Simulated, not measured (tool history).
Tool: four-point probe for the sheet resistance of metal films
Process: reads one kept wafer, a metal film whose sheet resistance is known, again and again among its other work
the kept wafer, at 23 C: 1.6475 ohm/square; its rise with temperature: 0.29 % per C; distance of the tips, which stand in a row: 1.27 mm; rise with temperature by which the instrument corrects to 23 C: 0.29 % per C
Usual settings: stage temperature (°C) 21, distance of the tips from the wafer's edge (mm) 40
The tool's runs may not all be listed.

run,day,stage temperature (°C),distance of the tips from the wafer's edge (mm),sheet resistance as the instrument gives it (ohm/square)
1,0,21,40,1.635451
2,0.733,21,40,1.634964
3,1.854,21,40,1.635037
4,3.192,21,40,1.634425
5,4.225,21,40,1.635342
6,4.9,21,40,1.634037
7,6.408,21,40,1.633494
8,7.642,35,40,1.633879
9,8.746,35,40,1.63367
10,9.567,35,40,1.633361
11,11.017,35,40,1.632629
12,12.221,35,40,1.632754
13,13.479,21,65,1.631235
14,14.588,21,65,1.631343
15,15.904,21,18,1.634709
16,17.483,21,18,1.634652
17,18.675,21,42,1.630986
18,19.638,21,42,1.630852
19,21.183,20,42,1.630383
20,21.929,32,27,1.631652
21,22.967,32,27,1.631623
22,24.521,32,27,1.630807
23,25.55,20,20,1.63174
24,26.975,21,10,1.642723
25,28.371,21,10,1.641615
26,29.242,29,12,1.638196
27,30.825,20,51,1.628243
28,31.488,20,51,1.627896
29,32.896,33,5,1.682233
30,33.654,19,6,1.665379
31,34.529,19,6,1.665084
32,35.708,19,6,1.664787
33,37.275,19,10,1.640151

Forecast each of these 4 alternatives for the next run:
A,38.4,22,69,?
B,38.4,27,7,?
C,38.4,24,56,?
D,38.4,20,21,?

run,sheet resistance as the instrument gives it (ohm/square)
A,1.626183
B,1.654483
C,1.625992
D,1.629092
Without the tool's hidden state the same runs would have given:
run,sheet resistance as the instrument gives it (ohm/square)
A,1.647853
B,1.676492
C,1.647656
D,1.650801

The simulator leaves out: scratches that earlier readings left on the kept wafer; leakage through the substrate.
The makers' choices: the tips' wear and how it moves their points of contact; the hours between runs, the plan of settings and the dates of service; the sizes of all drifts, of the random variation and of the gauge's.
